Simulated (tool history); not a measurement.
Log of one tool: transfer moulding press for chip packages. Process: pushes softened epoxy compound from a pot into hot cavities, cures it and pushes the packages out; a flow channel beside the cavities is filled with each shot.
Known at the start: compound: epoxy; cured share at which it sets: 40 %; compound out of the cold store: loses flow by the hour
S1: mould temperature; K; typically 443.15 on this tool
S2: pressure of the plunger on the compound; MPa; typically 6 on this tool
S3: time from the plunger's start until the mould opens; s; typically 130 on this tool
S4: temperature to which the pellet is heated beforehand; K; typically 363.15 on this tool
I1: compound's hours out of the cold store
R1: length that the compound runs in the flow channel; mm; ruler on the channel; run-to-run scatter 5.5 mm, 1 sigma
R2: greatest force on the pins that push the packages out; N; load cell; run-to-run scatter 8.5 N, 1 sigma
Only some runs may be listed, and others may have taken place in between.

run   hour      S1    S2   S3      S4    I1   R1   R2
  1      0  443.15     6  130  363.15   9.4  806  596
  2   13.3  443.15     6  130  363.15  12.9  795  637
      19.7  -- plunger's sealing rings changed
  3   28.6  443.15     6  130  363.15  11.6  880  666
      33.3  -- cavities cleaned with cleaning compound and waxed
  4   46.7  443.15     6  130  363.15  10.5  880  467
  5   58.3  443.15  5.75  130  363.15   8.8  860  565
  6   72.9  443.15  7.34  130  363.15  46.6  840  563
  7     83  443.15  7.34  130  363.15  22.9  933  629
  8   90.2  443.15  7.34  130  363.15  16.2  932  690
  9   98.9  443.15     6  137  363.15  43.5  768  660
     104.3  -- cavities cleaned with cleaning compound and waxed
 10  111.6  443.15     6  137  363.15  18.2  837  433
 11  125.2  443.15     6  137  363.15  34.2  790  504
 12  134.6  443.15     6  137  363.15  40.8  773  561
 13  144.4  443.15     6  137  363.15    15  853  586
 14  158.2  443.15     6  130  363.15  37.4  776  654
 15  172.3  443.15     6  151  369.15  18.6  835  641
     175.3  -- cavities cleaned with cleaning compound and waxed
 16  187.4  438.15  6.89  130  354.15  26.7  874  549
 17  201.2  443.15  6.69  130  354.15  25.1  862  551
 18  212.1  443.15  6.69  111  366.15  38.7  807  678
 19    223  440.15  6.75  111  366.15  35.9  822  881
 20  231.7  442.15  4.97  130  363.15  35.3  713  691
 21  242.7  442.15  6.19  147  354.15  44.7  763  673
     247.1  -- cavities cleaned with cleaning compound and waxed
 22  255.2  442.15  6.19  150  354.15  24.5  820  418
 23  269.5  449.15  6.03  130  354.15  46.5  732  482
 24  281.2  450.15  4.73  165  373.15  29.5  687  557
 25  294.1  443.15     6  130  360.15  41.3  747  614
 26  302.3  443.15  5.85  130  363.15  15.5  810  691
 27  309.3  443.15  7.25  130  363.15  18.4  891  688
       319  -- cavities cleaned with cleaning compound and waxed
 28  327.1  445.15  4.68  143  358.15  10.9  741  413

Hidden state or all else? Some run-to-run changes of R1, split into what the settings, what came in and random variation would give without the hidden state, and what is left for the hidden state (with any gauge scatter that isn't in both results):
The hidden state here: true mould temperature over the reading, C; pressure that reaches the compound, % of what is set; grip of the stained cavities, % over clean ones'; drift of the gauge itself on flow_mm, %; drift of the gauge itself on push_out_n, %.
Run 2 -> 3: plunger's sealing rings changed. R1 +85 mm: hidden state +80, all else +5.
Run 8 -> 9: S2 7.34 -> 6, S3 130 -> 137. R1 -164 mm: hidden state +1, all else -165.
Run 26 -> 27: S2 5.85 -> 7.25. R1 +81 mm: hidden state -7, all else +88.
Run 27 -> 28: S1 443.15 -> 445.15, S2 7.25 -> 4.68, S3 130 -> 143, S4 363.15 -> 358.15, cavities cleaned with cleaning compound and waxed. R1 -150 mm: hidden state +7, all else -157.
